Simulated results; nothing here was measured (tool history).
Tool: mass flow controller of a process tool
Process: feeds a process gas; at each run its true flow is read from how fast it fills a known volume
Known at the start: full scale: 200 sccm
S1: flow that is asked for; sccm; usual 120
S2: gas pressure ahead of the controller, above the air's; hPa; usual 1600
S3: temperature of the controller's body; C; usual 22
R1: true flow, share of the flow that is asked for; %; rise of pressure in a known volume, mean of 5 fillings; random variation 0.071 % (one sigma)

run 1 hour=0.0 | S1=120 S2=1600 S3=22 | R1=99.89
run 2 hour=222.9 | S1=120 S2=1600 S3=22 | R1=99.96
run 3 hour=501.5 | S1=120 S2=1600 S3=22 | R1=99.84
run 4 hour=873.0 | S1=120 S2=1600 S3=22 | R1=99.86
run 5 hour=1250.2 | S1=40 S2=1600 S3=22 | R1=100.86
run 6 hour=1658.8 | S1=179 S2=1600 S3=22 | R1=100.23
run 7 hour=1837.8 | S1=179 S2=1600 S3=22 | R1=100.13
run 8 hour=2132.3 | S1=120 S2=1900 S3=22 | R1=99.79
run 9 hour=2527.6 | S1=120 S2=1900 S3=22 | R1=99.78
run 10 hour=2858.3 | S1=120 S2=1600 S3=26 | R1=99.78
run 11 hour=3044.8 | S1=120 S2=1600 S3=26 | R1=99.75
run 12 hour=3226.5 | S1=120 S2=1600 S3=26 | R1=99.74
run 13 hour=3422.5 | S1=120 S2=1600 S3=26 | R1=99.76
run 14 hour=3685.4 | S1=120 S2=1600 S3=26 | R1=99.66
run 15 hour=4047.4 | S1=182 S2=1600 S3=22 | R1=100.19
run 16 hour=4422.1 | S1=182 S2=1600 S3=22 | R1=100.09
run 17 hour=4822.7 | S1=27 S2=2130 S3=22 | R1=103.03
run 18 hour=5035.6 | S1=70 S2=2130 S3=22 | R1=100.16
run 19 hour=5334.7 | S1=25 S2=2610 S3=28 | R1=103.05
run 20 hour=5663.0 | S1=145 S2=2050 S3=23 | R1=99.77
run 21 hour=5993.6 | S1=145 S2=2050 S3=23 | R1=99.77
run 22 hour=6222.0 | S1=46 S2=1570 S3=23 | R1=101.48
run 23 hour=6418.6 | S1=76 S2=2400 S3=22 | R1=99.95
run 24 hour=6716.2 | S1=22 S2=1500 S3=21 | R1=105.50
run 25 hour=6971.7 | S1=69 S2=2730 S3=21 | R1=99.99
run 26 hour=7354.1 | S1=157 S2=1900 S3=22 | R1=99.86
run 27 hour=7565.1 | S1=120 S2=1600 S3=39 | R1=99.10
run 28 hour=7840.3 | S1=120 S2=1600 S3=39 | R1=98.92
run 29 hour=8127.2 | S1=120 S2=1600 S3=39 | R1=98.99

Forecast each of these 4 alternatives for the next run:
run A hour=8494.9 | S1=120 S2=2710 S3=39 | R1=?
run B hour=8494.9 | S1=21 S2=1970 S3=22 | R1=?
run C hour=8494.9 | S1=78 S2=2430 S3=27 | R1=?
run D hour=8494.9 | S1=120 S2=1600 S3=33 | R1=?

run=A R1=98.28
run=B R1=106.34
run=C R1=99.73
run=D R1=99.44
Without the tool's hidden state the same runs would have given:
run=A R1=97.91
run=B R1=98.62
run=C R1=98.53
run=D R1=99.07
